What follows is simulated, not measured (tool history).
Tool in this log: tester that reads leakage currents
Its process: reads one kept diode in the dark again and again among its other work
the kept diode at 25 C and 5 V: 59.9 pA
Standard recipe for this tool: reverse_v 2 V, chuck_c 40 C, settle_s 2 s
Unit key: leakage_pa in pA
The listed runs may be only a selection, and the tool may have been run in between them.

run 1 hour=0 | reverse_v=2 chuck_c=40 settle_s=2 | leakage_pa=155.1
run 2 hour=110.2 | reverse_v=2 chuck_c=40 settle_s=0.61 | leakage_pa=155.77
run 3 hour=255.1 | reverse_v=2 chuck_c=40 settle_s=0.61 | leakage_pa=155.63
run 4 hour=425.6 | reverse_v=2 chuck_c=40 settle_s=0.61 | leakage_pa=154.35
run 5 hour=562.9 | reverse_v=2 chuck_c=49 settle_s=2 | leakage_pa=305.38
run 6 hour=738.1 | reverse_v=2 chuck_c=49 settle_s=2 | leakage_pa=303.72
run 7 hour=877.8 | reverse_v=2 chuck_c=49 settle_s=2 | leakage_pa=304.67
run 8 hour=1075.5 | reverse_v=2 chuck_c=32 settle_s=2 | leakage_pa=81.14
run 9 hour=1254.6 | reverse_v=2 chuck_c=40 settle_s=2 | leakage_pa=152.57
-- hour=1269.6 chuck's temperature calibrated
run 10 hour=1429.5 | reverse_v=2 chuck_c=40 settle_s=2 | leakage_pa=149.31
run 11 hour=1622.4 | reverse_v=5.9 chuck_c=57 settle_s=3.43 | leakage_pa=747.82
run 12 hour=1789.4 | reverse_v=5.9 chuck_c=30 settle_s=0.45 | leakage_pa=103.14
-- hour=1980.1 chuck's temperature calibrated, once more
run 13 hour=1980.1 | reverse_v=2.11 chuck_c=40 settle_s=8.39 | leakage_pa=165.96
run 14 hour=2128.9 | reverse_v=2.11 chuck_c=40 settle_s=8.39 | leakage_pa=165.44
run 15 hour=2321.2 | reverse_v=11.81 chuck_c=40 settle_s=3.56 | leakage_pa=301.88
run 16 hour=2444.9 | reverse_v=11.81 chuck_c=21 settle_s=2.08 | leakage_pa=82.19
-- hour=2593.2 tester calibrated
run 17 hour=2593.5 | reverse_v=1.3 chuck_c=53 settle_s=5.32 | leakage_pa=362.71

3 ways to go on from here, each from the tool as it stands after run 17. What would each give?
run A hour=2723.3 | reverse_v=3.53 chuck_c=40 settle_s=2 | leakage_pa=?
run B hour=2723.3 | reverse_v=5.64 chuck_c=33 settle_s=1.07 | leakage_pa=?
run C hour=2723.3 | reverse_v=1.3 chuck_c=40 settle_s=5.32 | leakage_pa=?

run=A leakage_pa=191.42
run=B leakage_pa=133.83
run=C leakage_pa=136.51
With the hidden condition removed and each run's random variation left untouched, the same runs would have given:
run=A leakage_pa=186.82
run=B leakage_pa=123.61
run=C leakage_pa=135.95
